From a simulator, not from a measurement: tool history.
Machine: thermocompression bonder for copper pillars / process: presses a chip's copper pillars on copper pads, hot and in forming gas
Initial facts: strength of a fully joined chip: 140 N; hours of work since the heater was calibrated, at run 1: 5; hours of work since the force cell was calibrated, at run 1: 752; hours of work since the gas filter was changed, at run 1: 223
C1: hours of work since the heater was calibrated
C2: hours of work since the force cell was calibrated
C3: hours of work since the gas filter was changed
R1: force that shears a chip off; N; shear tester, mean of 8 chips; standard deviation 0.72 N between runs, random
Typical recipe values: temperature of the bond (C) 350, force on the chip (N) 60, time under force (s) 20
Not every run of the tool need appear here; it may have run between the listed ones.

{"run": 1, "hour": 0.0, "temperature of the bond (C)": 350, "force on the chip (N)": 60, "time under force (s)": 20, "C1": 5, "C2": 752, "C3": 223, "R1": 46.7}
{"run": 2, "hour": 16.4, "temperature of the bond (C)": 358, "force on the chip (N)": 60, "time under force (s)": 20, "C1": 16, "C2": 763, "C3": 234, "R1": 49.6}
{"run": 3, "hour": 25.6, "temperature of the bond (C)": 358, "force on the chip (N)": 60, "time under force (s)": 20, "C1": 22, "C2": 770, "C3": 240, "R1": 49.2}
{"run": 4, "hour": 39.8, "temperature of the bond (C)": 350, "force on the chip (N)": 60, "time under force (s)": 15, "C1": 32, "C2": 779, "C3": 250, "R1": 39.9}
{"run": 5, "hour": 53.2, "temperature of the bond (C)": 350, "force on the chip (N)": 60, "time under force (s)": 20, "C1": 41, "C2": 788, "C3": 259, "R1": 45.2}
{"run": 6, "hour": 61.4, "temperature of the bond (C)": 350, "force on the chip (N)": 60, "time under force (s)": 20, "C1": 47, "C2": 794, "C3": 265, "R1": 44.7}
{"run": 7, "hour": 78.2, "temperature of the bond (C)": 350, "force on the chip (N)": 60, "time under force (s)": 20, "C1": 58, "C2": 806, "C3": 276, "R1": 45.0}
{"run": 8, "hour": 89.6, "temperature of the bond (C)": 350, "force on the chip (N)": 60, "time under force (s)": 20, "C1": 66, "C2": 813, "C3": 284, "R1": 44.0}
{"run": 9, "hour": 102.6, "temperature of the bond (C)": 350, "force on the chip (N)": 52, "time under force (s)": 20, "C1": 75, "C2": 822, "C3": 293, "R1": 37.8}
{"run": 10, "hour": 113.6, "temperature of the bond (C)": 350, "force on the chip (N)": 52, "time under force (s)": 20, "C1": 82, "C2": 830, "C3": 300, "R1": 36.7}
{"run": 11, "hour": 124.5, "temperature of the bond (C)": 350, "force on the chip (N)": 60, "time under force (s)": 20, "C1": 90, "C2": 837, "C3": 308, "R1": 43.7}
{"run": 12, "hour": 132.8, "temperature of the bond (C)": 352, "force on the chip (N)": 75, "time under force (s)": 20, "C1": 95, "C2": 843, "C3": 313, "R1": 58.0}

For run 13, what comes out?
{"run": 13, "hour": 142.1, "temperature of the bond (C)": 369, "force on the chip (N)": 75, "time under force (s)": 20, "C1": 102, "C2": 849, "C3": 320, "R1": "?"}

For run 13 the tool returned R1 70.4 N.
With no hidden state in the tool, this same run would have given R1 81.5 N.
